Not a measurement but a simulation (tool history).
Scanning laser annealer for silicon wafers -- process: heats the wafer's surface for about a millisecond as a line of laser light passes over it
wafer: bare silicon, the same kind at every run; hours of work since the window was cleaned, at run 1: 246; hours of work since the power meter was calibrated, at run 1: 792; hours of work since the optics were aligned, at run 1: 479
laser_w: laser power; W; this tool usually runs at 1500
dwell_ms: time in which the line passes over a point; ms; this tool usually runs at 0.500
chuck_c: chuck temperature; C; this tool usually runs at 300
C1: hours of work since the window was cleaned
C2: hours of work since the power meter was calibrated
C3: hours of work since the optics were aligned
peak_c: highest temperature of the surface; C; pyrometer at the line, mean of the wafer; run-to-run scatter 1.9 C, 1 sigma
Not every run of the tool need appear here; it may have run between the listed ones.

Run 1, hour 0.0: usual settings; C1 246; C2 792; C3 479. Result: peak_c 1044 C.
Run 2, hour 36.1: usual settings but laser_w 1435 W; C1 270; C2 816; C3 502. Result: peak_c 1005 C.
Run 3, hour 59.6: usual settings but chuck_c 263 C; C1 286; C2 831; C3 518. Result: peak_c 1003 C.
Run 4, hour 96.7: usual settings but chuck_c 263 C; C1 310; C2 856; C3 542. Result: peak_c 998 C.
Run 5, hour 131.9: usual settings; C1 334; C2 879; C3 566. Result: peak_c 1033 C.
Run 6, hour 160.7: usual settings; C1 353; C2 898; C3 585. Result: peak_c 1030 C.
Run 7, hour 181.6: usual settings; C1 366; C2 912; C3 598. Result: peak_c 1029 C.
Run 8, hour 217.2: usual settings; C1 390; C2 935; C3 622. Result: peak_c 1025 C.
Run 9, hour 243.5: usual settings; C1 407; C2 953; C3 639. Result: peak_c 1025 C.
Run 10, hour 278.7: usual settings; C1 430; C2 976; C3 663. Result: peak_c 1020 C.
Run 11, hour 300.8: usual settings; C1 445; C2 990; C3 677. Result: peak_c 1018 C.
Run 12, hour 321.5: usual settings; C1 459; C2 1004; C3 691. Result: peak_c 1014 C.
Run 13, hour 359.7: usual settings; C1 484; C2 1029; C3 716. Result: peak_c 1014 C.
Run 14, hour 378.6: usual settings; C1 496; C2 1042; C3 728. Result: peak_c 1010 C.
At hour 405.2: optics aligned, line set to its width.
Run 15, hour 415.2: usual settings but dwell_ms 0.388 ms; C1 517; C2 1063; C3 7. Result: peak_c 953 C.
At hour 420.2: window over the wafer cleaned.
Run 16, hour 445.4: usual settings but dwell_ms 0.388 ms; C1 17; C2 1081; C3 25. Result: peak_c 1002 C.
Run 17, hour 471.1: usual settings but dwell_ms 0.388 ms; C1 34; C2 1098; C3 42. Result: peak_c 998 C.
Run 18, hour 489.1: usual settings but dwell_ms 0.388 ms; C1 45; C2 1110; C3 54. Result: peak_c 998 C.
Run 19, hour 529.7: usual settings but chuck_c 324 C; C1 72; C2 1137; C3 81. Result: peak_c 1097 C.
Run 20, hour 553.0: usual settings but chuck_c 324 C; C1 88; C2 1152; C3 96. Result: peak_c 1095 C.
Run 21, hour 585.0: usual settings but chuck_c 324 C; C1 109; C2 1173; C3 117. Result: peak_c 1095 C.
Run 22, hour 623.4: usual settings but laser_w 1384 W, dwell_ms 0.608 ms; C1 134; C2 1199; C3 143. Result: peak_c 1057 C.
Run 23, hour 642.7: usual settings but laser_w 1625 W, dwell_ms 0.415 ms, chuck_c 324 C; C1 147; C2 1211; C3 155. Result: peak_c 1098 C.
Run 24, hour 675.8: usual settings but laser_w 1625 W, dwell_ms 0.415 ms, chuck_c 324 C; C1 169; C2 1233; C3 177. Result: peak_c 1097 C.
Run 25, hour 713.9: usual settings but laser_w 1625 W, dwell_ms 0.415 ms, chuck_c 324 C; C1 194; C2 1258; C3 202. Result: peak_c 1093 C.
Run 26, hour 737.8: usual settings but laser_w 1625 W, dwell_ms 0.415 ms, chuck_c 324 C; C1 210; C2 1274; C3 218. Result: peak_c 1089 C.
Run 27, hour 770.9: usual settings but laser_w 1625 W, dwell_ms 0.487 ms, chuck_c 264 C; C1 231; C2 1296; C3 240. Result: peak_c 1080 C.
Run 28, hour 791.2: usual settings but laser_w 1615 W, dwell_ms 0.618 ms, chuck_c 263 C; C1 245; C2 1309; C3 253. Result: peak_c 1163 C.
Run 29, hour 812.9: usual settings but laser_w 1615 W, dwell_ms 0.618 ms, chuck_c 263 C; C1 259; C2 1324; C3 268. Result: peak_c 1163 C.
Run 30, hour 839.5: usual settings but dwell_ms 0.384 ms, chuck_c 305 C; C1 277; C2 1341; C3 285. Result: peak_c 970 C.
Run 31, hour 865.9: usual settings but dwell_ms 0.384 ms, chuck_c 305 C; C1 294; C2 1359; C3 303. Result: peak_c 965 C.
Run 32, hour 896.1: usual settings but laser_w 1445 W, dwell_ms 0.594 ms, chuck_c 306 C; C1 314; C2 1379; C3 323. Result: peak_c 1070 C.
Run 33, hour 932.1: usual settings but chuck_c 329 C; C1 338; C2 1402; C3 346. Result: peak_c 1070 C.
Run 34, hour 969.7: usual settings but chuck_c 329 C; C1 363; C2 1427; C3 371. Result: peak_c 1064 C.
Run 35, hour 1010.2: usual settings but dwell_ms 0.565 ms; C1 389; C2 1454; C3 398. Result: peak_c 1070 C.
Run 36, hour 1037.9: usual settings but dwell_ms 0.407 ms; C1 408; C2 1472; C3 416. Result: peak_c 964 C.
Run 37, hour 1077.1: usual settings but laser_w 1440 W, dwell_ms 0.424 ms; C1 434; C2 1498; C3 442. Result: peak_c 939 C.
Run 38, hour 1112.0: usual settings but laser_w 1363 W, dwell_ms 0.394 ms, chuck_c 310 C; C1 457; C2 1521; C3 465. Result: peak_c 892 C.
Run 39, hour 1133.7: usual settings but laser_w 1340 W, dwell_ms 0.431 ms, chuck_c 334 C; C1 471; C2 1536; C3 480. Result: peak_c 923 C.
Run 40, hour 1172.8: usual settings but laser_w 1340 W, dwell_ms 0.431 ms, chuck_c 334 C; C1 497; C2 1561; C3 505. Result: peak_c 926 C.
Run 41, hour 1197.7: usual settings but laser_w 1523 W, dwell_ms 0.431 ms, chuck_c 262 C; C1 513; C2 1578; C3 522. Result: peak_c 948 C.
At hour 1210.0: window over the wafer cleaned.
Run 42, hour 1235.8: usual settings but laser_w 1366 W, dwell_ms 0.572 ms; C1 17; C2 1602; C3 546. Result: peak_c 1025 C.

Below are 3 alternative next runs, each starting from the tool's condition after run 42. Predict each:
Run A, hour 1263.4: usual settings but laser_w 1454 W, dwell_ms 0.566 ms, chuck_c 278 C; C1 35; C2 1620; C3 564. Result: peak_c ?.
Run B, hour 1263.4: usual settings but laser_w 1366 W, dwell_ms 0.572 ms, chuck_c 277 C; C1 35; C2 1620; C3 564. Result: peak_c ?.
Run C, hour 1263.4: usual settings but laser_w 1351 W, dwell_ms 0.597 ms, chuck_c 262 C; C1 35; C2 1620; C3 564. Result: peak_c ?.

run  peak_c
  A    1055
  B    1001
  C     992
Without the tool's hidden state the same runs would have given:
run  peak_c
  A    1091
  B    1034
  C    1025

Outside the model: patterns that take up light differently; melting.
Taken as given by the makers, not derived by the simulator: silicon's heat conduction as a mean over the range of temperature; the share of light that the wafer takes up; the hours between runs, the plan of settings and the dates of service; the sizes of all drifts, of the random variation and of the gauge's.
